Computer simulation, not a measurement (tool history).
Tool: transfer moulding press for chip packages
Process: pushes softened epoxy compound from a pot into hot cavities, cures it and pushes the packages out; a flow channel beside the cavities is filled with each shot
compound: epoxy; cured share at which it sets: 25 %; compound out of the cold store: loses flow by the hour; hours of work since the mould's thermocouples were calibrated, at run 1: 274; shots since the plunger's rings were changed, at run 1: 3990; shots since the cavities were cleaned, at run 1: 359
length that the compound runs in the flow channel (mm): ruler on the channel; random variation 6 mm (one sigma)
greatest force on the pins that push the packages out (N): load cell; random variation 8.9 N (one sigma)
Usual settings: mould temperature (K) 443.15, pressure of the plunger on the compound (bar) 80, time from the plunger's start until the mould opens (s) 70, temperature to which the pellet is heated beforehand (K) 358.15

run,hour,mould temperature (K),pressure of the plunger on the compound (bar),time from the plunger's start until the mould opens (s),temperature to which the pellet is heated beforehand (K),hours of work since the mould's thermocouples were calibrated,shots since the plunger's rings were changed,shots since the cavities were cleaned,incoming compound's hours out of the cold store,length that the compound runs in the flow channel (mm),greatest force on the pins that push the packages out (N)
1,0,443.15,80,70,358.15,274,3990,359,39.3,607,708
# hour 18.3: cavities cleaned with cleaning compound and waxed
2,23.4,443.15,80,70,358.15,291,4368,88,39.5,598,490
3,39.6,443.15,80,70,358.15,303,4647,367,17.2,647,725
4,48.7,443.15,80,70,358.15,310,4804,524,19.9,642,762
# hour 58.1: cavities cleaned with cleaning compound and waxed
5,67.6,443.15,80,70,358.15,323,5103,163,23.2,637,585
6,82.9,443.15,80,70,358.15,334,5367,427,46.2,584,725
# hour 91.4: mould's thermocouples calibrated
# hour 99.3: cavities cleaned with cleaning compound and waxed
7,99.3,443.15,80,70,358.15,5,5588,0,15.6,651,426
# hour 123.6: plunger's sealing rings changed
8,123.6,443.15,80,70,358.15,21,0,377,29.8,670,742
9,137.8,443.15,80,70,358.15,32,244,621,23.6,673,854
# hour 141.1: cavities cleaned with cleaning compound and waxed
10,157.4,443.15,80,70,358.15,45,556,281,14,695,730
11,167.6,438.15,80,70,358.15,53,731,456,21.2,697,1206
# hour 179.9: cavities cleaned with cleaning compound and waxed
12,181,443.15,80,98,358.15,61,936,20,28,671,295
13,194.7,443.15,80,70,358.15,72,1172,256,45.9,617,690
14,216,443.15,80,70,358.15,87,1538,622,42.2,622,788
# hour 219.2: cavities cleaned with cleaning compound and waxed
15,233,443.15,80,70,358.15,99,1805,237,41.1,625,611

Run 16 comes next. What will it give?
16,245.9,439.15,96.1,55,363.15,109,2029,461,10.2,?,?

length that the compound runs in the flow channel (mm): 769
greatest force on the pins that push the packages out (N): 1929
Without the tool's hidden state the same run would have given length that the compound runs in the flow channel (mm) 790, greatest force on the pins that push the packages out (N) 1022.
